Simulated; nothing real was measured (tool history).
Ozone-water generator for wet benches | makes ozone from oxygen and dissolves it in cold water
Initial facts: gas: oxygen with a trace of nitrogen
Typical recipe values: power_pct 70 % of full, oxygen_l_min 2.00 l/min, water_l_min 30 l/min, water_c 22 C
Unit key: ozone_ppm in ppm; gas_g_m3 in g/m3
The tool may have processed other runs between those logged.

run	hour	power_pct	oxygen_l_min	water_l_min	water_c	ozone_ppm	gas_g_m3
1	0.0	70	2.00	30	22	11.3	254.2
2	26.1	70	2.00	30	22	11.6	253.6
3	64.6	46	2.00	30	22	8.4	188.1
4	99.8	46	2.00	30	22	8.5	191.1
5	137.7	46	2.00	30	22	8.5	191.7
6	168.5	70	2.00	30	25	11.3	257.8
7	213.8	70	2.00	30	25	11.2	256.3
8	237.8	70	1.74	30	22	10.9	275.3
9	264.6	70	1.74	30	22	10.9	275.8
10	292.3	70	1.32	30	22	10.1	322.0
11	326.3	70	1.32	30	22	9.9	322.8
12	371.5	71	1.32	45	24	6.3	326.7
13	413.4	68	2.10	25	22	13.6	245.0
14	447.7	84	1.02	20	16	16.6	424.7
15	494.5	41	1.02	44	17	4.0	250.4
16	539.8	56	1.57	44	17	6.0	248.9
17	580.0	56	2.21	44	20	6.8	208.6
18	623.8	70	2.00	44	22	7.5	256.9
19	666.5	96	2.00	30	20	14.5	323.2
20	712.8	43	1.44	30	18	7.5	217.5

3 options for the next run, each taken on its own from the tool as it stands now. Forecast them:
# hour 728.6: water thermometer calibrated
A	755.4	70	2.12	30	22	?	?
# hour 728.6: water thermometer calibrated
B	755.4	70	2.00	18	22	?	?
# hour 728.6: water thermometer calibrated
C	755.4	53	1.44	30	18	?	?

run	ozone_ppm	gas_g_m3
A	11.6	249.7
B	18.6	260.8
C	8.6	254.4
Stripped of hidden state, with their random variation kept, the same runs would have yielded:
run	ozone_ppm	gas_g_m3
A	11.6	245.9
B	18.6	256.8
C	8.6	250.6

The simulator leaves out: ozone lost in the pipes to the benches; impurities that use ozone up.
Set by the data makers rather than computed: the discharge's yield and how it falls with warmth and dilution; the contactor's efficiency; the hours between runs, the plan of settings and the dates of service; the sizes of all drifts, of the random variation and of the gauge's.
